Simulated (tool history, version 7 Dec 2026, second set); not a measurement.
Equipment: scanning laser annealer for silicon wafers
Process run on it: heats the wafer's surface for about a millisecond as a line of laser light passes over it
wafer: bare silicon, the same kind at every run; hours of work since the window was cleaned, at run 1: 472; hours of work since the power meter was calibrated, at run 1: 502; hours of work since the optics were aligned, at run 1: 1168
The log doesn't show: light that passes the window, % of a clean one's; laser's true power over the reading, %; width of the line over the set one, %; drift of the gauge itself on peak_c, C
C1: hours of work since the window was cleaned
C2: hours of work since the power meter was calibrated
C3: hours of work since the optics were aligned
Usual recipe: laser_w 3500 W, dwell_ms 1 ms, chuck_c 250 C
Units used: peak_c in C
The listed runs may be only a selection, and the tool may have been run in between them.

run 1 day=0 | laser_w=3500 dwell_ms=1 chuck_c=250 | C1=472 C2=502 C3=1168 | peak_c=1061
run 2 day=0.938 | laser_w=3500 dwell_ms=1 chuck_c=250 | C1=488 C2=518 C3=1184 | peak_c=1064
run 3 day=2.088 | laser_w=3500 dwell_ms=1 chuck_c=250 | C1=508 C2=537 C3=1204 | peak_c=1060
run 4 day=3.812 | laser_w=3500 dwell_ms=1 chuck_c=280 | C1=537 C2=567 C3=1233 | peak_c=1087
run 5 day=4.85 | laser_w=3500 dwell_ms=1 chuck_c=250 | C1=555 C2=584 C3=1251 | peak_c=1057
run 6 day=5.608 | laser_w=3500 dwell_ms=1 chuck_c=250 | C1=568 C2=597 C3=1263 | peak_c=1059
run 7 day=6.462 | laser_w=3500 dwell_ms=1 chuck_c=249 | C1=582 C2=612 C3=1278 | peak_c=1056
run 8 day=8.104 | laser_w=3500 dwell_ms=1 chuck_c=249 | C1=610 C2=640 C3=1306 | peak_c=1052
run 9 day=9.812 | laser_w=3500 dwell_ms=1 chuck_c=244 | C1=639 C2=669 C3=1335 | peak_c=1048
run 10 day=11.05 | laser_w=3500 dwell_ms=1 chuck_c=244 | C1=660 C2=690 C3=1356 | peak_c=1046
run 11 day=12.312 | laser_w=3402 dwell_ms=1 chuck_c=250 | C1=682 C2=711 C3=1377 | peak_c=1024
run 12 day=13.517 | laser_w=3402 dwell_ms=1 chuck_c=250 | C1=702 C2=732 C3=1398 | peak_c=1025
run 13 day=14.904 | laser_w=3402 dwell_ms=1 chuck_c=250 | C1=726 C2=755 C3=1422 | peak_c=1023
run 14 day=16.529 | laser_w=3402 dwell_ms=1 chuck_c=271 | C1=754 C2=783 C3=1449 | peak_c=1046
-- day=16.817 window over the wafer cleaned
run 15 day=17.562 | laser_w=3402 dwell_ms=1 chuck_c=271 | C1=13 C2=799 C3=1465 | peak_c=1074
run 16 day=18.758 | laser_w=3762 dwell_ms=1 chuck_c=211 | C1=33 C2=819 C3=1486 | peak_c=1111
run 17 day=19.85 | laser_w=3762 dwell_ms=1 chuck_c=211 | C1=52 C2=838 C3=1504 | peak_c=1109
run 18 day=21.338 | laser_w=3362 dwell_ms=1 chuck_c=223 | C1=77 C2=863 C3=1530 | peak_c=1016
run 19 day=22.4 | laser_w=3362 dwell_ms=1 chuck_c=223 | C1=95 C2=881 C3=1548 | peak_c=1011
run 20 day=24.067 | laser_w=3362 dwell_ms=1 chuck_c=223 | C1=123 C2=910 C3=1576 | peak_c=1010
-- day=24.392 optics aligned, line set to its width
run 21 day=25.179 | laser_w=3815 dwell_ms=1.1 chuck_c=211 | C1=139 C2=925 C3=13 | peak_c=1155
run 22 day=26.208 | laser_w=3766 dwell_ms=0.81 chuck_c=272 | C1=156 C2=942 C3=31 | peak_c=1065
run 23 day=27.938 | laser_w=3197 dwell_ms=1.02 chuck_c=272 | C1=186 C2=972 C3=60 | peak_c=1011
run 24 day=29.104 | laser_w=3511 dwell_ms=1.06 chuck_c=272 | C1=206 C2=992 C3=80 | peak_c=1115
-- day=30.171 optics aligned, line set to its width, once more
run 25 day=30.812 | laser_w=3511 dwell_ms=1.06 chuck_c=272 | C1=231 C2=1017 C3=11 | peak_c=1138
run 26 day=31.538 | laser_w=3511 dwell_ms=1.06 chuck_c=272 | C1=243 C2=1030 C3=23 | peak_c=1133
run 27 day=32.442 | laser_w=3511 dwell_ms=1.06 chuck_c=272 | C1=259 C2=1045 C3=39 | peak_c=1134
run 28 day=33.629 | laser_w=3133 dwell_ms=0.81 chuck_c=285 | C1=279 C2=1065 C3=59 | peak_c=942
run 29 day=35.254 | laser_w=3297 dwell_ms=1 chuck_c=250 | C1=307 C2=1093 C3=86 | peak_c=1030
run 30 day=36.596 | laser_w=3500 dwell_ms=0.85 chuck_c=253 | C1=329 C2=1116 C3=109 | peak_c=1013

Each row is a separate what-if for the run after 30, all from the same tool condition, not one after another. Results?
run A day=38.267 | laser_w=3372 dwell_ms=0.82 chuck_c=213 | C1=358 C2=1144 C3=138 | peak_c=?
run B day=38.267 | laser_w=3500 dwell_ms=0.85 chuck_c=219 | C1=358 C2=1144 C3=138 | peak_c=?
run C day=38.267 | laser_w=3607 dwell_ms=1 chuck_c=230 | C1=358 C2=1144 C3=138 | peak_c=?
run D day=38.267 | laser_w=3520 dwell_ms=1 chuck_c=250 | C1=358 C2=1144 C3=138 | peak_c=?

run=A peak_c=925
run=B peak_c=983
run=C peak_c=1091
run=D peak_c=1084
What these runs would have given with no unlogged condition in the tool:
run=A peak_c=940
run=B peak_c=999
run=C peak_c=1110
run=D peak_c=1102

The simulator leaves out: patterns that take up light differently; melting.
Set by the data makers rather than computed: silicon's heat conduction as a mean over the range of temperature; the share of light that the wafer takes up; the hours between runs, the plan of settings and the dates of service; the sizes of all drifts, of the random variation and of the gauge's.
